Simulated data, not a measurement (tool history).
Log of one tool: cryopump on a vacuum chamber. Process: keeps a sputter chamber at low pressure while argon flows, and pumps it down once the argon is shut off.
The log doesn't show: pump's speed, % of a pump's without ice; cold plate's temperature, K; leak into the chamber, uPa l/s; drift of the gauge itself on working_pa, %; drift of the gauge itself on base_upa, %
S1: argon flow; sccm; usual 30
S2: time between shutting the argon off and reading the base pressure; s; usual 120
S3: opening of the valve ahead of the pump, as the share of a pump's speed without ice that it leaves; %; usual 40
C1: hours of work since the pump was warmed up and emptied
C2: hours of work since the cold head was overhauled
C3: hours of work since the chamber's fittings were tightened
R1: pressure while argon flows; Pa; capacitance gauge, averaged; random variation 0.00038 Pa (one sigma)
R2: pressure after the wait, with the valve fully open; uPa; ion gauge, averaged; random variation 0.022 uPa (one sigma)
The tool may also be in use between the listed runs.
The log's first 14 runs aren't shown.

| run | hour | S1 | S2 | S3 | C1 | C2 | C3 | R1 | R2 |
|---|---|---|---|---|---|---|---|---|---|
| 15 | 981.3 | 30 | 50 | 40 | 249 | 1881 | 759 | 0.0629 | 1.66 |
| 16 | 1061.6 | 30 | 207 | 40 | 312 | 1943 | 821 | 0.0634 | 0.79 |
| 17 | 1104.9 | 30 | 207 | 40 | 345 | 1977 | 855 | 0.0644 | 0.85 |
| 18 | 1181 | 30 | 207 | 40 | 405 | 2036 | 914 | 0.0655 | 0.85 |
| 19 | 1258.1 | 30 | 26 | 40 | 464 | 2096 | 974 | 0.0652 | 2.84 |
| 20 | 1305.6 | 30 | 26 | 40 | 501 | 2133 | 1011 | 0.0659 | 2.92 |
|  | 1317.3 | pump warmed up, emptied and cooled again |
| 21 | 1358 | 58 | 62 | 39 | 32 | 2170 | 1048 | 0.1192 | 1.51 |
| 22 | 1455.2 | 58 | 62 | 18 | 107 | 2245 | 1124 | 0.2609 | 1.58 |
| 23 | 1503.3 | 26 | 196 | 40 | 145 | 2283 | 1161 | 0.0531 | 0.93 |
| 24 | 1586.9 | 26 | 196 | 40 | 210 | 2348 | 1226 | 0.0545 | 0.97 |
| 25 | 1658 | 26 | 196 | 40 | 265 | 2403 | 1281 | 0.0553 | 1.03 |
| 26 | 1748.6 | 16 | 266 | 52 | 335 | 2473 | 1352 | 0.0273 | 0.97 |
| 27 | 1812 | 28 | 48 | 17 | 385 | 2523 | 1401 | 0.1357 | 1.93 |
| 28 | 1878.1 | 28 | 48 | 17 | 436 | 2574 | 1452 | 0.1371 | 2.01 |
| 29 | 1935.7 | 28 | 32 | 22 | 481 | 2619 | 1497 | 0.1074 | 2.79 |
|  | 1974.1 | pump warmed up, emptied and cooled again |
| 30 | 1984.9 | 24 | 25 | 16 | 8 | 2653 | 1532 | 0.1207 | 3.18 |
| 31 | 2036.8 | 52 | 120 | 41 | 49 | 2694 | 1572 | 0.1032 | 1.24 |
| 32 | 2089.9 | 43 | 120 | 41 | 90 | 2735 | 1613 | 0.0858 | 1.25 |

Run 33 comes next. What will it give?
| 33 | 2175 | 39 | 120 | 44 | 156 | 2801 | 1679 | ? | ? |

{"run 33": {"R1": 0.0731, "R2": 1.3}}
Without the tool's hidden state the same run would have given R1 0.0703 Pa, R2 0.61 uPa.
